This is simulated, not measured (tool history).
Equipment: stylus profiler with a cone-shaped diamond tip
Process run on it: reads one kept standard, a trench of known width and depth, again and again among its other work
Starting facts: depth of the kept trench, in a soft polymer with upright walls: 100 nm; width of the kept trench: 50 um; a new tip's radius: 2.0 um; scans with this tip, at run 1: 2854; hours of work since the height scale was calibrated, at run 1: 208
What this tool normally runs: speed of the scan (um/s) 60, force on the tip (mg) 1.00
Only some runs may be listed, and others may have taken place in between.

| run | hour | speed of the scan (um/s) | force on the tip (mg) | scans with this tip | hours of work since the height scale was calibrated | depth of the trench (angstrom) | width of the trench's floor (um) |
|---|---|---|---|---|---|---|---|
| 1 | 0.0 | 60 | 1.00 | 2854 | 208 | 1006.6 | 48.34 |
| 2 | 31.9 | 42 | 1.00 | 3048 | 222 | 1009.4 | 48.40 |
| 3 | 75.3 | 42 | 1.00 | 3310 | 241 | 1006.3 | 48.40 |
| 4 | 96.9 | 60 | 1.00 | 3441 | 251 | 1008.4 | 48.31 |
| 5 | 138.9 | 60 | 1.00 | 3695 | 269 | 1004.9 | 48.29 |
| 6 | 162.2 | 60 | 1.00 | 3836 | 280 | 1006.0 | 48.30 |
| 7 | 195.5 | 39 | 1.00 | 4038 | 294 | 1005.6 | 48.35 |
| 8 | 232.5 | 54 | 1.00 | 4262 | 311 | 1006.7 | 48.27 |
| 9 | 268.4 | 149 | 1.75 | 4480 | 327 | 1008.9 | 47.98 |
| 10 | 304.5 | 213 | 1.11 | 4698 | 343 | 1005.0 | 47.62 |
|  | 308.7 | height scale calibrated on a step standard |
| 11 | 341.6 | 143 | 2.86 | 4920 | 15 | 1013.4 | 48.12 |
| 12 | 371.0 | 115 | 0.99 | 5098 | 28 | 1003.6 | 47.97 |
| 13 | 417.4 | 66 | 0.44 | 5379 | 48 | 1003.0 | 48.03 |
| 14 | 438.3 | 26 | 0.61 | 5505 | 57 | 1003.0 | 48.35 |
| 15 | 474.8 | 34 | 0.47 | 5726 | 73 | 1002.9 | 48.24 |

Consider 5 possible next runs. They are alternatives, not a sequence: every one starts from the tool as it was left by run 15. What does each give?
| A | 499.5 | 31 | 2.17 | 5876 | 84 | ? | ? |
| B | 499.5 | 26 | 0.91 | 5876 | 84 | ? | ? |
| C | 499.5 | 73 | 0.82 | 5876 | 84 | ? | ? |
| D | 499.5 | 126 | 2.06 | 5876 | 84 | ? | ? |
| E | 499.5 | 23 | 0.55 | 5876 | 84 | ? | ? |

| run | depth of the trench (angstrom) | width of the trench's floor (um) |
|---|---|---|
| A | 1009.5 | 48.36 |
| B | 1003.8 | 48.29 |
| C | 1004.3 | 48.10 |
| D | 1009.4 | 48.05 |
| E | 1001.9 | 48.30 |
With no hidden state in the tool, these same runs would have given:
| run | depth of the trench (angstrom) | width of the trench's floor (um) |
|---|---|---|
| A | 1011.8 | 48.67 |
| B | 1006.1 | 48.60 |
| C | 1006.5 | 48.42 |
| D | 1011.7 | 48.36 |
| E | 1004.2 | 48.61 |
